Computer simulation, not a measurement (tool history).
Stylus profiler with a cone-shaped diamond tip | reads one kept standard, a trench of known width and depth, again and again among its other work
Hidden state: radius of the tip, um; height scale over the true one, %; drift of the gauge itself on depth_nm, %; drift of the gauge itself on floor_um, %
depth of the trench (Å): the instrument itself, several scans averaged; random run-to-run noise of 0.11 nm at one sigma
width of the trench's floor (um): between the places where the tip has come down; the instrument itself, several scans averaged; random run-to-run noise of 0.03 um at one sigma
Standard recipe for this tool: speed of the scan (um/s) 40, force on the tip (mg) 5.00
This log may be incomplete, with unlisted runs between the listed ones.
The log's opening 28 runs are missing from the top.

| run | hour | speed of the scan (um/s) | force on the tip (mg) | scans with this tip | hours of work since the height scale was calibrated | depth of the trench (Å) | width of the trench's floor (um) |
|---|---|---|---|---|---|---|---|
| 29 | 1305.4 | 14 | 5.00 | 7176 | 825 | 10133.5 | 95.95 |
|  | 1309.1 | height scale calibrated on a step standard |
| 30 | 1361.2 | 21 | 5.41 | 7461 | 31 | 10143.3 | 95.97 |
| 31 | 1395.2 | 10 | 3.87 | 7636 | 51 | 10119.2 | 95.99 |
| 32 | 1445.8 | 10 | 3.87 | 7896 | 81 | 10119.9 | 95.97 |
| 33 | 1481.1 | 53 | 3.45 | 8078 | 102 | 10113.4 | 95.76 |
| 34 | 1511.5 | 53 | 3.45 | 8234 | 120 | 10115.1 | 95.73 |
| 35 | 1562.6 | 53 | 3.45 | 8497 | 150 | 10113.4 | 95.76 |
| 36 | 1612.3 | 53 | 3.45 | 8752 | 179 | 10114.4 | 95.64 |
|  | 1629.4 | height scale calibrated on a step standard, once more |
| 37 | 1643.9 | 53 | 3.45 | 8912 | 9 | 10092.1 | 95.66 |
| 38 | 1676.7 | 86 | 5.00 | 9081 | 28 | 10115.0 | 95.57 |
| 39 | 1739.0 | 85 | 4.24 | 9401 | 65 | 10107.1 | 95.49 |
| 40 | 1769.3 | 58 | 2.14 | 9557 | 83 | 10064.4 | 95.51 |
| 41 | 1799.3 | 57 | 2.05 | 9711 | 100 | 10064.7 | 95.46 |
| 42 | 1849.2 | 57 | 2.05 | 9968 | 130 | 10066.4 | 95.51 |
| 43 | 1909.7 | 40 | 3.83 | 10279 | 166 | 10102.1 | 95.65 |
| 44 | 1951.0 | 40 | 6.02 | 10492 | 190 | 10135.8 | 95.70 |
| 45 | 1990.5 | 117 | 1.90 | 10695 | 213 | 10062.7 | 95.06 |
| 46 | 2035.0 | 117 | 4.23 | 10924 | 240 | 10108.4 | 95.21 |

Alternative continuations, all from the tool just after run 46; predict every row:
| A | 2076.4 | 115 | 2.76 | 11137 | 264 | ? | ? |
| B | 2076.4 | 70 | 4.23 | 11137 | 264 | ? | ? |
| C | 2076.4 | 35 | 2.36 | 11137 | 264 | ? | ? |

| run | depth of the trench (Å) | width of the trench's floor (um) |
|---|---|---|
| A | 10081.1 | 95.16 |
| B | 10110.2 | 95.47 |
| C | 10071.5 | 95.61 |
Without the tool's unlogged condition, the same runs would have read:
| run | depth of the trench (Å) | width of the trench's floor (um) |
|---|---|---|
| A | 10079.7 | 95.90 |
| B | 10108.8 | 96.20 |
| C | 10070.1 | 96.35 |
